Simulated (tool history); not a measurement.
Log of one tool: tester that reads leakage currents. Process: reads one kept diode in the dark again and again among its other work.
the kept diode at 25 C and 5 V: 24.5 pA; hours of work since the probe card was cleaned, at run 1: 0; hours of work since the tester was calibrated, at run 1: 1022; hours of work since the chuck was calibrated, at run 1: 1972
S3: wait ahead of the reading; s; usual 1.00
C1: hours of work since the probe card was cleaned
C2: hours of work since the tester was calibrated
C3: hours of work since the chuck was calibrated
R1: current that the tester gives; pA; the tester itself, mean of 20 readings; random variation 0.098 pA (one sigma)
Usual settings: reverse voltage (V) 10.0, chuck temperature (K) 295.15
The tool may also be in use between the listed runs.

{"run": 1, "hour": 0.0, "reverse voltage (V)": 10.0, "chuck temperature (K)": 295.15, "S3": 1.0, "C1": 0, "C2": 1022, "C3": 1972, "R1": 23.89}
{"run": 2, "hour": 92.6, "reverse voltage (V)": 10.0, "chuck temperature (K)": 295.15, "S3": 1.0, "C1": 43, "C2": 1065, "C3": 2015, "R1": 24.55}
{"run": 3, "hour": 180.2, "reverse voltage (V)": 10.0, "chuck temperature (K)": 295.15, "S3": 1.0, "C1": 84, "C2": 1106, "C3": 2056, "R1": 25.4}
{"hour": 248.0, "done": "chuck's temperature calibrated"}
{"run": 4, "hour": 288.8, "reverse voltage (V)": 10.0, "chuck temperature (K)": 295.15, "S3": 1.0, "C1": 134, "C2": 1156, "C3": 19, "R1": 24.57}
{"run": 5, "hour": 363.2, "reverse voltage (V)": 10.0, "chuck temperature (K)": 295.15, "S3": 9.71, "C1": 169, "C2": 1191, "C3": 54, "R1": 22.87}
{"run": 6, "hour": 513.3, "reverse voltage (V)": 10.0, "chuck temperature (K)": 295.15, "S3": 9.71, "C1": 239, "C2": 1261, "C3": 124, "R1": 24.35}
{"run": 7, "hour": 620.4, "reverse voltage (V)": 1.0, "chuck temperature (K)": 295.15, "S3": 1.0, "C1": 289, "C2": 1311, "C3": 174, "R1": 7.76}
{"run": 8, "hour": 735.6, "reverse voltage (V)": 19.1, "chuck temperature (K)": 330.15, "S3": 4.81, "C1": 343, "C2": 1365, "C3": 228, "R1": 498.49}
{"run": 9, "hour": 872.6, "reverse voltage (V)": 19.1, "chuck temperature (K)": 330.15, "S3": 4.81, "C1": 407, "C2": 1429, "C3": 292, "R1": 498.12}
{"run": 10, "hour": 975.9, "reverse voltage (V)": 10.0, "chuck temperature (K)": 296.15, "S3": 0.52, "C1": 455, "C2": 1477, "C3": 340, "R1": 35.26}
{"run": 11, "hour": 1060.8, "reverse voltage (V)": 10.0, "chuck temperature (K)": 296.15, "S3": 0.52, "C1": 495, "C2": 1517, "C3": 380, "R1": 36.23}
{"hour": 1103.9, "done": "chuck's temperature calibrated, once more"}
{"run": 12, "hour": 1191.5, "reverse voltage (V)": 10.0, "chuck temperature (K)": 296.15, "S3": 0.52, "C1": 555, "C2": 1577, "C3": 41, "R1": 45.25}

Forecast each of these 4 alternatives for the next run:
{"run": "A", "hour": 1334.8, "reverse voltage (V)": 10.0, "chuck temperature (K)": 320.15, "S3": 0.52, "C1": 622, "C2": 1644, "C3": 108, "R1": "?"}
{"run": "B", "hour": 1334.8, "reverse voltage (V)": 2.1, "chuck temperature (K)": 318.15, "S3": 0.52, "C1": 622, "C2": 1644, "C3": 108, "R1": "?"}
{"run": "C", "hour": 1334.8, "reverse voltage (V)": 10.0, "chuck temperature (K)": 305.15, "S3": 0.52, "C1": 622, "C2": 1644, "C3": 108, "R1": "?"}
{"run": "D", "hour": 1334.8, "reverse voltage (V)": 12.7, "chuck temperature (K)": 314.15, "S3": 8.32, "C1": 622, "C2": 1644, "C3": 108, "R1": "?"}

run=A R1=232.26
run=B R1=97.58
run=C R1=80.72
run=D R1=163.91
Without the tool's hidden state the same runs would have given:
run=A R1=221.40
run=B R1=95.96
run=C R1=67.64
run=D R1=148.27

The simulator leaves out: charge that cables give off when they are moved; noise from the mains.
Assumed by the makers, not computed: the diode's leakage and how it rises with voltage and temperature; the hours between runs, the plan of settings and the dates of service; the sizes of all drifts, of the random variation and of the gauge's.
